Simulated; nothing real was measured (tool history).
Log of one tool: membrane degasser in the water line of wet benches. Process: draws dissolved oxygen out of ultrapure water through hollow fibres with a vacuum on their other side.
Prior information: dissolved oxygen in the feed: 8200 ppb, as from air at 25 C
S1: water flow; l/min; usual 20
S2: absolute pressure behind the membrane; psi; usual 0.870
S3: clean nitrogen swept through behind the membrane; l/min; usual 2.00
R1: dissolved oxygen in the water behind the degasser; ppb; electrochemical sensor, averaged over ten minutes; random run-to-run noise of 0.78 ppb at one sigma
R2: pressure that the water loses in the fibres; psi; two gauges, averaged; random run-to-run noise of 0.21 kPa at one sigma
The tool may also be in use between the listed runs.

Run 1, hour 0.0: usual settings. Result: R1 73.4 ppb, R2 7.272 psi.
Run 2, hour 124.8: usual settings but S3 3.26 l/min. Result: R1 49.1 ppb, R2 7.310 psi.
Run 3, hour 234.1: usual settings. Result: R1 72.8 ppb, R2 7.335 psi.
Run 4, hour 357.2: usual settings. Result: R1 73.6 ppb, R2 7.232 psi.
Run 5, hour 455.9: usual settings but S3 1.36 l/min. Result: R1 101.1 ppb, R2 7.297 psi.
Run 6, hour 612.7: usual settings but S2 0.735 psi. Result: R1 52.4 ppb, R2 7.317 psi.
Run 7, hour 721.1: usual settings but S2 0.735 psi. Result: R1 50.8 ppb, R2 7.301 psi.
Run 8, hour 928.6: usual settings. Result: R1 73.9 ppb, R2 7.220 psi.
Run 9, hour 1040.2: usual settings. Result: R1 73.2 ppb, R2 7.306 psi.
Run 10, hour 1250.9: usual settings. Result: R1 75.7 ppb, R2 7.351 psi.
At hour 1267.3: vacuum gauge calibrated.
Run 11, hour 1346.9: usual settings. Result: R1 76.3 ppb, R2 7.323 psi.
Run 12, hour 1562.8: usual settings. Result: R1 75.2 ppb, R2 7.330 psi.
Run 13, hour 1658.5: usual settings. Result: R1 74.7 ppb, R2 7.345 psi.
Run 14, hour 1840.7: usual settings. Result: R1 74.9 ppb, R2 7.314 psi.
Run 15, hour 2061.7: usual settings. Result: R1 74.3 ppb, R2 7.326 psi.
Run 16, hour 2166.1: usual settings. Result: R1 75.6 ppb, R2 7.384 psi.
Run 17, hour 2396.8: usual settings but S3 3.00 l/min. Result: R1 53.4 ppb, R2 7.345 psi.
Run 18, hour 2507.3: usual settings but S1 17 l/min, S2 0.590 psi, S3 2.87 l/min. Result: R1 18.4 ppb, R2 6.222 psi.
At hour 2543.2: vacuum gauge calibrated, once more.
Run 19, hour 2681.3: usual settings but S1 17 l/min, S2 0.590 psi, S3 2.87 l/min. Result: R1 17.4 ppb, R2 6.264 psi.
Run 20, hour 2882.5: usual settings but S1 15 l/min, S2 0.590 psi, S3 1.49 l/min. Result: R1 24.6 ppb, R2 5.504 psi.
Run 21, hour 2989.8: usual settings but S1 15 l/min, S2 0.590 psi, S3 1.49 l/min. Result: R1 24.4 ppb, R2 5.533 psi.
Run 22, hour 3174.0: usual settings but S2 1.711 psi. Result: R1 216.0 ppb, R2 7.339 psi.
Run 23, hour 3349.3: usual settings but S2 1.711 psi. Result: R1 209.2 ppb, R2 7.419 psi.
Run 24, hour 3555.3: usual settings but S1 24 l/min, S2 1.195 psi. Result: R1 157.5 ppb, R2 8.849 psi.
Run 25, hour 3730.5: usual settings but S1 25 l/min, S2 1.044 psi, S3 3.00 l/min. Result: R1 92.1 ppb, R2 9.184 psi.
Run 26, hour 3961.7: usual settings but S1 21 l/min. Result: R1 79.1 ppb, R2 7.783 psi.
Run 27, hour 4151.9: usual settings but S1 21 l/min. Result: R1 80.8 ppb, R2 7.715 psi.
Run 28, hour 4301.0: usual settings but S1 23 l/min, S2 1.344 psi, S3 1.49 l/min. Result: R1 225.8 ppb, R2 8.450 psi.
Run 29, hour 4531.6: usual settings but S1 19 l/min, S2 1.057 psi, S3 2.39 l/min. Result: R1 86.8 ppb, R2 7.005 psi.
Run 30, hour 4725.1: usual settings but S2 0.606 psi. Result: R1 31.4 ppb, R2 7.442 psi.
Run 31, hour 4858.5: usual settings but S1 19 l/min, S2 0.922 psi, S3 1.65 l/min. Result: R1 96.5 ppb, R2 7.049 psi.

Predict each of these 5 candidate next runs independently; none follows another, all start after run 31:
Run A, hour 4955.0: usual settings but S1 13 l/min, S2 0.711 psi, S3 2.98 l/min. Result: R1 ?, R2 ?.
Run B, hour 4955.0: usual settings but S1 19 l/min, S2 0.922 psi, S3 2.70 l/min. Result: R1 ?, R2 ?.
Run C, hour 4955.0: usual settings but S1 32 l/min, S2 1.479 psi, S3 2.36 l/min. Result: R1 ?, R2 ?.
Run D, hour 4955.0: usual settings but S1 14 l/min, S2 2.084 psi, S3 1.48 l/min. Result: R1 ?, R2 ?.
Run E, hour 4955.0: usual settings but S1 12 l/min, S2 1.806 psi, S3 1.62 l/min. Result: R1 ?, R2 ?.

run     R1      R2
  A   21.3   4.780
  B   62.4   7.001
  C  243.8  11.818
  D  258.4   5.198
  E  176.8   4.472
Without the tool's hidden state the same runs would have given:
run     R1      R2
  A   19.2   4.686
  B   58.5   6.865
  C  235.6  11.589
  D  244.2   5.098
  E  164.9   4.386

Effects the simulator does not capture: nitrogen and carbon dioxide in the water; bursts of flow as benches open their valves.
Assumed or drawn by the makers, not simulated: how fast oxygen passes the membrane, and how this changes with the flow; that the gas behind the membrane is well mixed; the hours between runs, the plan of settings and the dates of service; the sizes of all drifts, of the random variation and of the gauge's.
